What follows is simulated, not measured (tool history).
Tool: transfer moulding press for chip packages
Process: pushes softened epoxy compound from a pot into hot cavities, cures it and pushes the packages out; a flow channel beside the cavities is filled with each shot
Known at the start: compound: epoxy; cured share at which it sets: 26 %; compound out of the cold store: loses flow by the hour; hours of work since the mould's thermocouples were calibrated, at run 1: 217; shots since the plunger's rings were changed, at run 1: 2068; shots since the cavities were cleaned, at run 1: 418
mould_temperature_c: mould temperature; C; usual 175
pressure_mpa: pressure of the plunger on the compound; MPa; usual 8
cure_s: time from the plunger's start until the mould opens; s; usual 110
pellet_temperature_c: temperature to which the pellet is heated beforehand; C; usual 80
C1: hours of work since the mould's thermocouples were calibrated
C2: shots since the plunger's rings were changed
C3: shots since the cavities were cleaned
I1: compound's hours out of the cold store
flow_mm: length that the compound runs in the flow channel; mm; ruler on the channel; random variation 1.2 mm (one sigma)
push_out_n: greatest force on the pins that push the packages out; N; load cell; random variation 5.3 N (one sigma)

run 1 hour=0 | mould_temperature_c=175 pressure_mpa=8 cure_s=110 pellet_temperature_c=80 | C1=217 C2=2068 C3=418 | I1=34.7 | flow_mm=891 push_out_n=313
-- hour=10.7 cavities cleaned with cleaning compound and waxed
run 2 hour=29.4 | mould_temperature_c=175 pressure_mpa=8 cure_s=110 pellet_temperature_c=80 | C1=228 C2=2250 C3=122 | I1=32.1 | flow_mm=911 push_out_n=222
run 3 hour=46.7 | mould_temperature_c=175 pressure_mpa=8 cure_s=110 pellet_temperature_c=80 | C1=235 C2=2363 C3=235 | I1=26.2 | flow_mm=949 push_out_n=267
run 4 hour=67.6 | mould_temperature_c=175 pressure_mpa=8 cure_s=110 pellet_temperature_c=80 | C1=244 C2=2500 C3=372 | I1=41.5 | flow_mm=842 push_out_n=272
-- hour=84.9 cavities cleaned with cleaning compound and waxed
run 5 hour=90 | mould_temperature_c=175 pressure_mpa=8 cure_s=110 pellet_temperature_c=80 | C1=253 C2=2636 C3=33 | I1=43.7 | flow_mm=828 push_out_n=194
-- hour=103.3 plunger's sealing rings changed
run 6 hour=119.2 | mould_temperature_c=175 pressure_mpa=8 cure_s=98 pellet_temperature_c=80 | C1=264 C2=103 C3=207 | I1=36.2 | flow_mm=895 push_out_n=278
run 7 hour=141.2 | mould_temperature_c=175 pressure_mpa=8 cure_s=145 pellet_temperature_c=80 | C1=273 C2=247 C3=351 | I1=36.2 | flow_mm=892 push_out_n=254
-- hour=161.3 cavities cleaned with cleaning compound and waxed
run 8 hour=163.2 | mould_temperature_c=175 pressure_mpa=8 cure_s=145 pellet_temperature_c=80 | C1=281 C2=381 C3=12 | I1=19.7 | flow_mm=1013 push_out_n=151
run 9 hour=177.3 | mould_temperature_c=175 pressure_mpa=8.66 cure_s=145 pellet_temperature_c=80 | C1=287 C2=474 C3=105 | I1=41.7 | flow_mm=886 push_out_n=195
run 10 hour=197.1 | mould_temperature_c=172 pressure_mpa=8 cure_s=110 pellet_temperature_c=80 | C1=295 C2=603 C3=234 | I1=17.7 | flow_mm=1041 push_out_n=301
run 11 hour=218.5 | mould_temperature_c=175 pressure_mpa=8 cure_s=110 pellet_temperature_c=80 | C1=304 C2=743 C3=374 | I1=38.9 | flow_mm=871 push_out_n=292
-- hour=235.5 cavities cleaned with cleaning compound and waxed
run 12 hour=242.8 | mould_temperature_c=175 pressure_mpa=8 cure_s=110 pellet_temperature_c=80 | C1=313 C2=892 C3=48 | I1=47 | flow_mm=817 push_out_n=198
run 13 hour=268.8 | mould_temperature_c=175 pressure_mpa=8 cure_s=110 pellet_temperature_c=80 | C1=324 C2=1062 C3=218 | I1=46.2 | flow_mm=822 push_out_n=249
run 14 hour=281 | mould_temperature_c=175 pressure_mpa=8 cure_s=110 pellet_temperature_c=80 | C1=329 C2=1141 C3=297 | I1=12.2 | flow_mm=1069 push_out_n=288
run 15 hour=297.4 | mould_temperature_c=175 pressure_mpa=8 cure_s=110 pellet_temperature_c=80 | C1=335 C2=1249 C3=405 | I1=29.4 | flow_mm=936 push_out_n=279
-- hour=310.4 cavities cleaned with cleaning compound and waxed
run 16 hour=311.1 | mould_temperature_c=175 pressure_mpa=7.89 cure_s=110 pellet_temperature_c=80 | C1=340 C2=1328 C3=4 | I1=28.1 | flow_mm=938 push_out_n=185
run 17 hour=333.5 | mould_temperature_c=175 pressure_mpa=7.89 cure_s=97 pellet_temperature_c=80 | C1=350 C2=1475 C3=151 | I1=18.5 | flow_mm=1009 push_out_n=286
run 18 hour=359.3 | mould_temperature_c=175 pressure_mpa=9.17 cure_s=112 pellet_temperature_c=80 | C1=360 C2=1644 C3=320 | I1=18.8 | flow_mm=1085 push_out_n=281
-- hour=385.2 cavities cleaned with cleaning compound and waxed
run 19 hour=388.3 | mould_temperature_c=175 pressure_mpa=9.17 cure_s=112 pellet_temperature_c=80 | C1=371 C2=1823 C3=20 | I1=31.7 | flow_mm=979 push_out_n=178
run 20 hour=412.4 | mould_temperature_c=175 pressure_mpa=6.8 cure_s=142 pellet_temperature_c=80 | C1=381 C2=1981 C3=178 | I1=43.5 | flow_mm=771 push_out_n=216
run 21 hour=433.6 | mould_temperature_c=175 pressure_mpa=6.8 cure_s=141 pellet_temperature_c=84 | C1=390 C2=2119 C3=316 | I1=22.9 | flow_mm=904 push_out_n=254
run 22 hour=450.2 | mould_temperature_c=181 pressure_mpa=7.93 cure_s=136 pellet_temperature_c=75 | C1=397 C2=2227 C3=424 | I1=30.3 | flow_mm=900 push_out_n=256
-- hour=459.4 cavities cleaned with cleaning compound and waxed
run 23 hour=467.4 | mould_temperature_c=175 pressure_mpa=8.98 cure_s=110 pellet_temperature_c=87 | C1=403 C2=2330 C3=52 | I1=27.4 | flow_mm=1000 push_out_n=207

The next listed run, before its measurement:
run 24 hour=489.1 | mould_temperature_c=175 pressure_mpa=8.98 cure_s=106 pellet_temperature_c=87 | C1=412 C2=2472 C3=194 | I1=24.6 | flow_mm=? push_out_n=?

{"run 24": {"flow_mm": 1020, "push_out_n": 271}}
Without the tool's hidden state the same run would have given flow_mm 1035 mm, push_out_n 183 N.
